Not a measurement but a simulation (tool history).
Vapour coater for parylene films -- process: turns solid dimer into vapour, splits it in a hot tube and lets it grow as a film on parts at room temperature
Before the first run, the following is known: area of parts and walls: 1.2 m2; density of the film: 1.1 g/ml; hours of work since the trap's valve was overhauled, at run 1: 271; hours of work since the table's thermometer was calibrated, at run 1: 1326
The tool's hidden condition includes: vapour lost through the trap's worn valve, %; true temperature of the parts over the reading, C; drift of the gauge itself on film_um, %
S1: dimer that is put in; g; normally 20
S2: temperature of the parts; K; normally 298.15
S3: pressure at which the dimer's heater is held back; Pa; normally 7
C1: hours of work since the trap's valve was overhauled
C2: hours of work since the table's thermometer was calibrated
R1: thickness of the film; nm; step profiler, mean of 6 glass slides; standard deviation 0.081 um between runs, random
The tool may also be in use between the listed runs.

| run | day | S1 | S2 | S3 | C1 | C2 | R1 |
|---|---|---|---|---|---|---|---|
| 1 | 0 | 20 | 298.15 | 7 | 271 | 1326 | 8730 |
| 2 | 1.546 | 20 | 298.15 | 7 | 290 | 1344 | 8620 |
| 3 | 2.929 | 20 | 298.15 | 7 | 306 | 1361 | 8630 |
| 4 | 5.088 | 20 | 298.15 | 7 | 332 | 1387 | 8550 |
| 5 | 7.375 | 20 | 298.15 | 7 | 359 | 1414 | 8590 |
| 6 | 9.146 | 20 | 298.15 | 7 | 380 | 1435 | 8440 |
|  | 9.962 | trap's valve overhauled |
| 7 | 11.783 | 34 | 298.15 | 7 | 22 | 1464 | 15870 |
| 8 | 14.067 | 20 | 308.15 | 7 | 49 | 1491 | 6080 |
| 9 | 16.562 | 20 | 298.15 | 6.72 | 79 | 1521 | 9270 |
| 10 | 18.421 | 20 | 298.15 | 6.72 | 101 | 1543 | 9250 |
| 11 | 19.921 | 32 | 291.15 | 3.45 | 119 | 1561 | 22950 |
|  | 20.267 | table's thermometer calibrated |
| 12 | 22.021 | 20 | 301.15 | 5.84 | 143 | 21 | 8300 |

Run 13 has not been measured yet. What should we expect?
| 13 | 24.283 | 20 | 298.15 | 7 | 170 | 48 | ? |

{"run 13": {"R1": 8940}}
On a tool with no hidden condition, and with the same random variation, this run would have come out at R1 9860 nm.
